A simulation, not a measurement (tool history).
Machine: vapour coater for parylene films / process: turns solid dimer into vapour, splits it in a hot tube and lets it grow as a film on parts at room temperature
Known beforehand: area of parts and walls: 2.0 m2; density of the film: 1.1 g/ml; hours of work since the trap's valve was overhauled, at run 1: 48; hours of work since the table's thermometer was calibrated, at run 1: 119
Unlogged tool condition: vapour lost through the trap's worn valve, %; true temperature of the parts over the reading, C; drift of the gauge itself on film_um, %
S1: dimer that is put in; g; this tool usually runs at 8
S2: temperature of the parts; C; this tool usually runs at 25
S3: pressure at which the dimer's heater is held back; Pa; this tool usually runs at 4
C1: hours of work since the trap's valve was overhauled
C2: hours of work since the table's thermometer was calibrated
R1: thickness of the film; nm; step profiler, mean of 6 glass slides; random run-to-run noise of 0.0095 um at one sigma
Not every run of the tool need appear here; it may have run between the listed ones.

| run | hour | S1 | S2 | S3 | C1 | C2 | R1 |
|---|---|---|---|---|---|---|---|
| 1 | 0 | 8 | 25 | 4 | 48 | 119 | 2822 |
| 2 | 23.1 | 8 | 25 | 4 | 65 | 137 | 2798 |
| 3 | 41.4 | 8 | 25 | 4 | 79 | 151 | 2790 |
| 4 | 61.8 | 8 | 25 | 4 | 94 | 166 | 2803 |
| 5 | 73.3 | 8 | 25 | 4 | 103 | 175 | 2771 |
| 6 | 98.4 | 8 | 25 | 4 | 122 | 193 | 2754 |
| 7 | 122.1 | 11 | 25 | 4 | 140 | 211 | 3818 |
| 8 | 135.7 | 11 | 25 | 4 | 150 | 221 | 3810 |
| 9 | 159.4 | 11 | 25 | 4 | 168 | 239 | 3814 |
| 10 | 173.4 | 11 | 25 | 4 | 178 | 250 | 3815 |
| 11 | 196 | 11 | 25 | 4 | 195 | 267 | 3796 |
| 12 | 220 | 3 | 25 | 4 | 213 | 285 | 1032 |
| 13 | 231.2 | 3 | 25 | 4 | 222 | 293 | 1024 |
| 14 | 241.8 | 6 | 25 | 4 | 230 | 301 | 2074 |
| 15 | 256.5 | 8 | 25 | 7.78 | 241 | 312 | 2498 |
| 16 | 273.7 | 8 | 25 | 4 | 254 | 325 | 2739 |
|  | 284.6 | gauge calibrated |
| 17 | 286.1 | 8 | 25 | 4 | 263 | 334 | 2790 |
|  | 292.2 | trap's valve overhauled |
| 18 | 300.4 | 8 | 26 | 4 | 6 | 342 | 2668 |
| 19 | 312.9 | 8 | 26 | 4 | 16 | 352 | 2662 |
| 20 | 328.2 | 8 | 25 | 2.34 | 27 | 363 | 2996 |
| 21 | 345.9 | 8 | 26 | 3.28 | 40 | 376 | 2738 |
| 22 | 367.9 | 8 | 31 | 3.28 | 57 | 393 | 2151 |
| 23 | 385 | 8 | 31 | 3.28 | 70 | 406 | 2151 |
| 24 | 408 | 14 | 26 | 4 | 87 | 423 | 4636 |
| 25 | 427.4 | 13 | 30 | 4 | 102 | 438 | 3549 |
| 26 | 443.1 | 5 | 18 | 6.35 | 113 | 450 | 2192 |
| 27 | 458.2 | 9 | 29 | 11.76 | 125 | 461 | 2226 |
| 28 | 480.8 | 4 | 18 | 11.76 | 142 | 478 | 1666 |
| 29 | 491.9 | 9 | 23 | 11.76 | 150 | 486 | 2943 |
| 30 | 503.4 | 9 | 23 | 11.76 | 159 | 495 | 2955 |
| 31 | 524 | 9 | 31 | 11.76 | 174 | 510 | 1969 |
| 32 | 549.4 | 12 | 23 | 6.51 | 193 | 529 | 4237 |
| 33 | 568.8 | 12 | 23 | 6.51 | 208 | 544 | 4242 |
| 34 | 592.6 | 9 | 18 | 3.5 | 226 | 562 | 3894 |
| 35 | 608.1 | 3 | 30 | 6.6 | 238 | 574 | 748 |

5 ways to go on from here, each from the tool as it stands after run 35. What would each give?
| A | 630.2 | 8 | 30 | 4.94 | 254 | 590 | ? |
| B | 630.2 | 8 | 22 | 6.6 | 254 | 590 | ? |
| C | 630.2 | 7 | 30 | 6.6 | 254 | 590 | ? |
| D | 630.2 | 8 | 34 | 2.61 | 254 | 590 | ? |
| E | 630.2 | 12 | 25 | 8.88 | 254 | 590 | ? |

| run | R1 |
|---|---|
| A | 2094 |
| B | 2946 |
| C | 1750 |
| D | 1884 |
| E | 3664 |
Stripped of hidden state, with their random variation kept, the same runs would have yielded:
| run | R1 |
|---|---|
| A | 2157 |
| B | 3036 |
| C | 1803 |
| D | 1941 |
| E | 3775 |
